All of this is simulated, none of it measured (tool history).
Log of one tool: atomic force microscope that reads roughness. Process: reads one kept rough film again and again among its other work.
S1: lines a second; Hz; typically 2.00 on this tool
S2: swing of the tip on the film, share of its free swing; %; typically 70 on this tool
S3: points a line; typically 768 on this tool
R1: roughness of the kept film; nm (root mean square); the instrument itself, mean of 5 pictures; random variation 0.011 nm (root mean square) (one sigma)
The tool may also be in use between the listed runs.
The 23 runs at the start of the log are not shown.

-- day=9.242 height scale calibrated on a step standard, once more
run 24 day=9.492 | S1=0.99 S2=62 S3=258 | R1=2.285
run 25 day=9.942 | S1=0.93 S2=64 S3=637 | R1=2.269
run 26 day=10.438 | S1=0.93 S2=64 S3=637 | R1=2.260
run 27 day=10.888 | S1=2.89 S2=65 S3=641 | R1=2.130
run 28 day=11.179 | S1=2.40 S2=70 S3=768 | R1=2.099
run 29 day=11.692 | S1=0.94 S2=67 S3=735 | R1=2.240
run 30 day=11.942 | S1=2.00 S2=61 S3=420 | R1=2.181
run 31 day=12.233 | S1=2.00 S2=69 S3=686 | R1=2.114
run 32 day=12.617 | S1=2.00 S2=69 S3=686 | R1=2.117
-- day=12.671 new tip fitted
run 33 day=12.917 | S1=2.00 S2=69 S3=686 | R1=2.433
run 34 day=13.429 | S1=2.00 S2=71 S3=763 | R1=2.416
run 35 day=13.829 | S1=3.04 S2=71 S3=280 | R1=2.275
run 36 day=14.346 | S1=1.88 S2=71 S3=374 | R1=2.386
run 37 day=14.712 | S1=1.88 S2=71 S3=374 | R1=2.382
run 38 day=15.171 | S1=1.88 S2=55 S3=374 | R1=2.507

5 options for the next run, each taken on its own from the tool as it stands now. Forecast them:
run A day=15.538 | S1=0.77 S2=68 S3=267 | R1=?
run B day=15.538 | S1=0.61 S2=81 S3=371 | R1=?
run C day=15.538 | S1=1.00 S2=57 S3=297 | R1=?
run D day=15.538 | S1=1.82 S2=73 S3=428 | R1=?
run E day=15.538 | S1=2.00 S2=66 S3=602 | R1=?

run=A R1=2.486
run=B R1=2.450
run=C R1=2.499
run=D R1=2.343
run=E R1=2.395
The same runs, with their run-to-run variation unchanged, on a tool lacking any hidden condition would have given:
run=A R1=2.586
run=B R1=2.549
run=C R1=2.600
run=D R1=2.437
run=E R1=2.492
